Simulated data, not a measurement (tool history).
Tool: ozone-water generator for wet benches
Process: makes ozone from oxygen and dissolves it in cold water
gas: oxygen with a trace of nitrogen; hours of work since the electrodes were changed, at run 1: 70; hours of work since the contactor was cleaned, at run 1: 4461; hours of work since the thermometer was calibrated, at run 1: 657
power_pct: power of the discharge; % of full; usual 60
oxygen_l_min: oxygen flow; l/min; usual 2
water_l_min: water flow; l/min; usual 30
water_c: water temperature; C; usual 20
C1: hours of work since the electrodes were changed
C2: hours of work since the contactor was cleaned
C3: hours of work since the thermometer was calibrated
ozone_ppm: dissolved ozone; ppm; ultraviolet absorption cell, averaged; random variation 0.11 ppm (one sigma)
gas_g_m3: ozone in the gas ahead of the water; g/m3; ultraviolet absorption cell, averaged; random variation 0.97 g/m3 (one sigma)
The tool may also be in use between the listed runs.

Run 1, hour 0: usual settings; C1 70; C2 4461; C3 657. Result: ozone_ppm 7.8 ppm, gas_g_m3 167.4 g/m3.
Run 2, hour 35: usual settings; C1 99; C2 4490; C3 686. Result: ozone_ppm 7.5 ppm, gas_g_m3 167.9 g/m3.
Run 3, hour 73.4: usual settings; C1 130; C2 4522; C3 717. Result: ozone_ppm 7.5 ppm, gas_g_m3 166.2 g/m3.
Run 4, hour 111.5: usual settings but water_c 17 C; C1 162; C2 4553; C3 749. Result: ozone_ppm 7.7 ppm, gas_g_m3 167.3 g/m3.
Run 5, hour 144.4: usual settings; C1 189; C2 4580; C3 776. Result: ozone_ppm 7.7 ppm, gas_g_m3 167.5 g/m3.
Run 6, hour 179.5: usual settings but water_c 15 C; C1 218; C2 4609; C3 805. Result: ozone_ppm 7.9 ppm, gas_g_m3 167.2 g/m3.
Run 7, hour 206.2: usual settings but water_c 15 C; C1 240; C2 4631; C3 827. Result: ozone_ppm 7.9 ppm, gas_g_m3 167.5 g/m3.
Run 8, hour 233.3: usual settings but oxygen_l_min 3.11 l/min; C1 262; C2 4654; C3 849. Result: ozone_ppm 8.7 ppm, gas_g_m3 137.4 g/m3.
Run 9, hour 269.9: usual settings but oxygen_l_min 3.11 l/min; C1 292; C2 4684; C3 879. Result: ozone_ppm 8.7 ppm, gas_g_m3 137 g/m3.
Run 10, hour 300.4: usual settings; C1 317; C2 4709; C3 904. Result: ozone_ppm 7.9 ppm, gas_g_m3 168.5 g/m3.
Run 11, hour 333.8: usual settings; C1 345; C2 4736; C3 932. Result: ozone_ppm 7.9 ppm, gas_g_m3 167.1 g/m3.
Run 12, hour 360.2: usual settings; C1 367; C2 4758; C3 954. Result: ozone_ppm 7.8 ppm, gas_g_m3 168.2 g/m3.
Run 13, hour 390.6: usual settings; C1 392; C2 4783; C3 979. Result: ozone_ppm 7.6 ppm, gas_g_m3 167.4 g/m3.
Run 14, hour 409.4: usual settings; C1 407; C2 4799; C3 994. Result: ozone_ppm 7.5 ppm, gas_g_m3 167 g/m3.
Run 15, hour 436.8: usual settings; C1 430; C2 4821; C3 1017. Result: ozone_ppm 7.5 ppm, gas_g_m3 168.7 g/m3.
Run 16, hour 466.2: usual settings; C1 454; C2 4846; C3 1041. Result: ozone_ppm 7.5 ppm, gas_g_m3 166.3 g/m3.
Run 17, hour 489.4: usual settings; C1 473; C2 4865; C3 1060. Result: ozone_ppm 7.6 ppm, gas_g_m3 167.7 g/m3.
Run 18, hour 508.7: usual settings but power_pct 51 % of full, water_l_min 39 l/min; C1 489; C2 4881; C3 1076. Result: ozone_ppm 5.4 ppm, gas_g_m3 151 g/m3.
Run 19, hour 546: usual settings but power_pct 51 % of full, water_l_min 39 l/min; C1 520; C2 4911; C3 1107. Result: ozone_ppm 5 ppm, gas_g_m3 151 g/m3.
Run 20, hour 566.8: usual settings but power_pct 51 % of full, water_l_min 39 l/min; C1 537; C2 4928; C3 1124. Result: ozone_ppm 5.2 ppm, gas_g_m3 148.3 g/m3.
At hour 573.2: contactor cleaned.
Run 21, hour 600.2: usual settings but power_pct 40 % of full, oxygen_l_min 1.04 l/min, water_l_min 22 l/min; C1 561; C2 22; C3 1148. Result: ozone_ppm 6.1 ppm, gas_g_m3 169.6 g/m3.
Run 22, hour 639.2: usual settings but power_pct 40 % of full, oxygen_l_min 1.04 l/min, water_l_min 22 l/min; C1 593; C2 54; C3 1180. Result: ozone_ppm 6 ppm, gas_g_m3 171.3 g/m3.
Run 23, hour 676.5: usual settings but power_pct 73 % of full, oxygen_l_min 1.22 l/min, water_l_min 22 l/min, water_c 16 C; C1 624; C2 85; C3 1211. Result: ozone_ppm 10.2 ppm, gas_g_m3 241.4 g/m3.
Run 24, hour 700.8: usual settings but power_pct 73 % of full, oxygen_l_min 1.22 l/min, water_l_min 22 l/min, water_c 16 C; C1 644; C2 105; C3 1231. Result: ozone_ppm 10.1 ppm, gas_g_m3 242.1 g/m3.
Run 25, hour 741.8: usual settings but power_pct 73 % of full, oxygen_l_min 1.22 l/min, water_l_min 22 l/min, water_c 16 C; C1 678; C2 139; C3 1265. Result: ozone_ppm 10 ppm, gas_g_m3 241.8 g/m3.
At hour 752.3: contactor cleaned, once more.
Run 26, hour 764.6: usual settings but power_pct 99 % of full, oxygen_l_min 1.66 l/min, water_l_min 21 l/min; C1 693; C2 10; C3 1280. Result: ozone_ppm 14.6 ppm, gas_g_m3 260.5 g/m3.
Run 27, hour 788: usual settings but power_pct 47 % of full, oxygen_l_min 1.09 l/min, water_l_min 29 l/min, water_c 12 C; C1 713; C2 29; C3 1300. Result: ozone_ppm 5.7 ppm, gas_g_m3 186.5 g/m3.
Run 28, hour 815.7: usual settings but power_pct 84 % of full, oxygen_l_min 2.91 l/min, water_l_min 29 l/min, water_c 28 C; C1 735; C2 52; C3 1322. Result: ozone_ppm 10.7 ppm, gas_g_m3 179.1 g/m3.
Run 29, hour 851.8: usual settings but power_pct 84 % of full, oxygen_l_min 2.91 l/min, water_l_min 29 l/min, water_c 28 C; C1 765; C2 82; C3 1352. Result: ozone_ppm 10.8 ppm, gas_g_m3 179.8 g/m3.
Run 30, hour 874.4: usual settings but power_pct 84 % of full, oxygen_l_min 1.62 l/min, water_l_min 31 l/min, water_c 13 C; C1 784; C2 101; C3 1371. Result: ozone_ppm 9.2 ppm, gas_g_m3 236.2 g/m3.
Run 31, hour 891.5: usual settings but power_pct 45 % of full, water_l_min 45 l/min, water_c 26 C; C1 798; C2 115; C3 1385. Result: ozone_ppm 3.8 ppm, gas_g_m3 135.4 g/m3.
Run 32, hour 927.4: usual settings but oxygen_l_min 1.66 l/min, water_l_min 28 l/min, water_c 14 C; C1 827; C2 144; C3 1414. Result: ozone_ppm 7.8 ppm, gas_g_m3 181.6 g/m3.
Run 33, hour 958.7: usual settings but power_pct 45 % of full, oxygen_l_min 1.66 l/min, water_l_min 28 l/min, water_c 14 C; C1 853; C2 170; C3 1440. Result: ozone_ppm 6.6 ppm, gas_g_m3 147.5 g/m3.
Run 34, hour 984.7: usual settings but power_pct 45 % of full, oxygen_l_min 1.66 l/min, water_l_min 28 l/min, water_c 14 C; C1 875; C2 191; C3 1462. Result: ozone_ppm 6.5 ppm, gas_g_m3 148.4 g/m3.

3 ways to go on from here, each from the tool as it stands after run 34. What would each give?
Run A, hour 1001.9: usual settings but power_pct 53 % of full, oxygen_l_min 2.07 l/min, water_l_min 28 l/min, water_c 14 C; C1 889; C2 206; C3 1476. Result: ozone_ppm ?, gas_g_m3 ?.
Run B, hour 1001.9: usual settings but power_pct 45 % of full, oxygen_l_min 2.86 l/min, water_l_min 22 l/min, water_c 14 C; C1 889; C2 206; C3 1476. Result: ozone_ppm ?, gas_g_m3 ?.
Run C, hour 1001.9: usual settings but power_pct 54 % of full, oxygen_l_min 1.66 l/min, water_l_min 28 l/min, water_c 14 C; C1 889; C2 206; C3 1476. Result: ozone_ppm ?, gas_g_m3 ?.

run  ozone_ppm  gas_g_m3
  A        7.9     150.4
  B        9.7     114.5
  C        7.5     169.2
Without the tool's hidden state the same runs would have given:
run  ozone_ppm  gas_g_m3
  A          8     151.2
  B        9.7     114.9
  C        7.6     170.1
